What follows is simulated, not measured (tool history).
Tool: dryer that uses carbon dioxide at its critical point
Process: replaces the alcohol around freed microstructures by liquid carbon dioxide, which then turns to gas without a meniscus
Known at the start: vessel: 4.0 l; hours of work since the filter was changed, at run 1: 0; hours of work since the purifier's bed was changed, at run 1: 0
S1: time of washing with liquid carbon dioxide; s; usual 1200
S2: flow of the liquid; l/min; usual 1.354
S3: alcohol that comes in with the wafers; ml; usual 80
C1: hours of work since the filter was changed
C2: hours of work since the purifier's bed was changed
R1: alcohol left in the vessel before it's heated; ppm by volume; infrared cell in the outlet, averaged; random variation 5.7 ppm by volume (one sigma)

run	hour	S1	S2	S3	C1	C2	R1
1	0	1200	1.354	80	0	0	186
2	57.1	1200	1.354	80	44	44	202
3	103.4	1200	1.354	80	80	80	226
4	136.6	1200	1.354	22	105	105	81
5	194.6	1200	1.354	22	150	150	104
6	238.4	1200	1.354	22	184	184	125
7	272	1200	1.354	22	210	210	140
8	331.5	1200	1.354	80	255	255	320
9	385.5	1200	1.354	80	297	297	343
10	436	1200	1.354	80	336	336	365
11	481.6	1200	1.354	80	371	371	388
12	529.1	1200	1.354	80	408	408	410
13	574.9	1200	1.354	80	443	443	428
# hour 603.6: inlet filter changed
14	635.2	1200	1.354	67	24	489	323
15	689.7	1200	1.354	67	66	531	342
16	747.3	1200	1.33	80	111	575	419
17	809.4	1200	1.354	29	159	623	298
18	849.8	1140	1.354	80	190	654	480
19	900.4	1140	1.354	80	229	693	518
20	960.7	1200	1.354	55	275	740	398
21	1026.7	1200	1.354	55	326	790	434
# hour 1048.8: purifier's bed changed
22	1062.7	1200	1.354	55	351	11	182
23	1094.3	1200	1.354	55	376	35	195
24	1130.9	1440	2.23	22	404	63	22
25	1165.3	780	1.354	80	431	90	1259
# hour 1206.6: inlet filter changed
26	1218.9	780	1.354	80	9	130	993
27	1258	780	1.354	80	40	160	1021
28	1301.7	780	1.354	80	73	194	1046
29	1328.6	780	1.354	80	94	215	1058
30	1365.3	1560	2.21	53	122	243	85
31	1402.2	1560	2.21	53	151	271	94
32	1449.9	900	1.26	61	187	308	758
33	1499.8	1560	1.354	72	226	347	167
34	1534.2	720	1.354	72	252	373	1367
35	1561.6	720	1.354	72	274	394	1390
36	1603.5	1200	1.36	27	306	427	228
37	1656.4	1200	1.19	36	347	467	350
38	1688.2	1440	1.19	62	371	492	330
39	1750.4	720	1.51	23	419	540	499
# hour 1807.6: inlet filter changed
40	1810.7	720	1.51	23	2	585	442
41	1838.7	960	0.96	108	24	607	2228

The next listed run, before its measurement:
42	1865.5	840	0.96	86	45	628	?

Run 42 gave R1 2411 ppm by volume.
Without the tool's hidden state the same run would have given R1 2133 ppm by volume.

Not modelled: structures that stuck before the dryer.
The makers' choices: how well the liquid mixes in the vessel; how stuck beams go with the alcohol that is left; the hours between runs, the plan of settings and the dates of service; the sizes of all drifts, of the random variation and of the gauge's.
